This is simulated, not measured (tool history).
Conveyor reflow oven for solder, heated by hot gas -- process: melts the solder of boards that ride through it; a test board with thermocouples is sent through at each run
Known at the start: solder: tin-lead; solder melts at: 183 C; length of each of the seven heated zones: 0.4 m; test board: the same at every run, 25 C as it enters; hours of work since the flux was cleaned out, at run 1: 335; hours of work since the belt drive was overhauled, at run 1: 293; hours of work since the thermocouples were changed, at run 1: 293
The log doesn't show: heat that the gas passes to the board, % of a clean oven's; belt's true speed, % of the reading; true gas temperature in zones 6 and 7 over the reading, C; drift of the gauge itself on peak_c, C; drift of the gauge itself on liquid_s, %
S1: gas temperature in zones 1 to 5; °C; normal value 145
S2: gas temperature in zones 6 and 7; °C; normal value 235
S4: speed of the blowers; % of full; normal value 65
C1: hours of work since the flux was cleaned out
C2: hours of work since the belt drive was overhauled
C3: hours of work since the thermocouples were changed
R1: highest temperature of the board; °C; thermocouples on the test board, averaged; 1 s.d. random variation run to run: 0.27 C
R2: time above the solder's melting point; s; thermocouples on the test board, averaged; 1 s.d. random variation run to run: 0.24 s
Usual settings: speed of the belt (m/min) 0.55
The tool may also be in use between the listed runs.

Run 1, hour 0: usual settings; C1 335; C2 293; C3 293. Result: R1 216.1 °C, R2 66 s.
Run 2, hour 43: usual settings but S2 227 °C; C1 354; C2 312; C3 312. Result: R1 209 °C, R2 60.2 s.
Run 3, hour 103: usual settings but S2 227 °C; C1 380; C2 338; C3 338. Result: R1 208.7 °C, R2 59.6 s.
Run 4, hour 142.9: usual settings but S2 227 °C; C1 397; C2 355; C3 355. Result: R1 208.5 °C, R2 59.1 s.
Run 5, hour 181.2: usual settings but S2 227 °C; C1 414; C2 372; C3 372. Result: R1 208.7 °C, R2 58.9 s.
Run 6, hour 249.6: usual settings; C1 443; C2 402; C3 402. Result: R1 215.1 °C, R2 65.5 s.
Run 7, hour 303.8: usual settings but S1 130 °C; C1 467; C2 425; C3 425. Result: R1 211.1 °C, R2 55.8 s.
At hour 312.5: flux residue cleaned out of gas plates and filters.
Run 8, hour 366.5: usual settings but speed of the belt (m/min) 0.446; C1 23; C2 450; C3 450. Result: R1 219.8 °C, R2 87 s.
Run 9, hour 407.6: usual settings but speed of the belt (m/min) 0.446; C1 41; C2 468; C3 468. Result: R1 219 °C, R2 86.8 s.
Run 10, hour 459.3: usual settings but speed of the belt (m/min) 0.541; C1 64; C2 491; C3 491. Result: R1 212.4 °C, R2 64 s.
Run 11, hour 514.7: usual settings but S2 248 °C; C1 88; C2 515; C3 515. Result: R1 222.1 °C, R2 71.7 s.
Run 12, hour 583.1: usual settings but S2 248 °C; C1 118; C2 545; C3 545. Result: R1 221.7 °C, R2 71.3 s.
At hour 639.7: flux residue cleaned out of gas plates and filters, once more.
Run 13, hour 644.4: usual settings but S1 140 °C, S2 248 °C; C1 2; C2 569; C3 569. Result: R1 229.2 °C, R2 75.6 s.
Run 14, hour 678.2: usual settings but S1 140 °C, S2 248 °C, S4 71 % of full; C1 17; C2 584; C3 584. Result: R1 230 °C, R2 76.7 s.
Run 15, hour 708.1: usual settings but S1 153 °C, S4 81 % of full; C1 30; C2 597; C3 597. Result: R1 222.7 °C, R2 77.8 s.
Run 16, hour 748: usual settings but S1 144 °C, S2 242 °C; C1 47; C2 614; C3 614. Result: R1 224.3 °C, R2 73.6 s.
Run 17, hour 812.6: usual settings but S1 146 °C, S2 247 °C, speed of the belt (m/min) 0.453, S4 55 % of full; C1 75; C2 642; C3 642. Result: R1 231.6 °C, R2 97.3 s.
Run 18, hour 864.8: usual settings but speed of the belt (m/min) 0.575; C1 98; C2 665; C3 665. Result: R1 216 °C, R2 64.8 s.
Run 19, hour 916.5: usual settings but S2 234 °C, speed of the belt (m/min) 0.523; C1 120; C2 687; C3 687. Result: R1 218.4 °C, R2 73.6 s.

For run 20, what comes out?
Run 20, hour 952.3: usual settings but S1 152 °C; C1 136; C2 703; C3 703. Result: R1 ?, R2 ?.

{"run 20": {"R1": 218.5, "R2": 73.8}}
On a tool with no hidden condition, and with the same random variation, this run would have come out at R1 220.2 °C, R2 74.3 s.
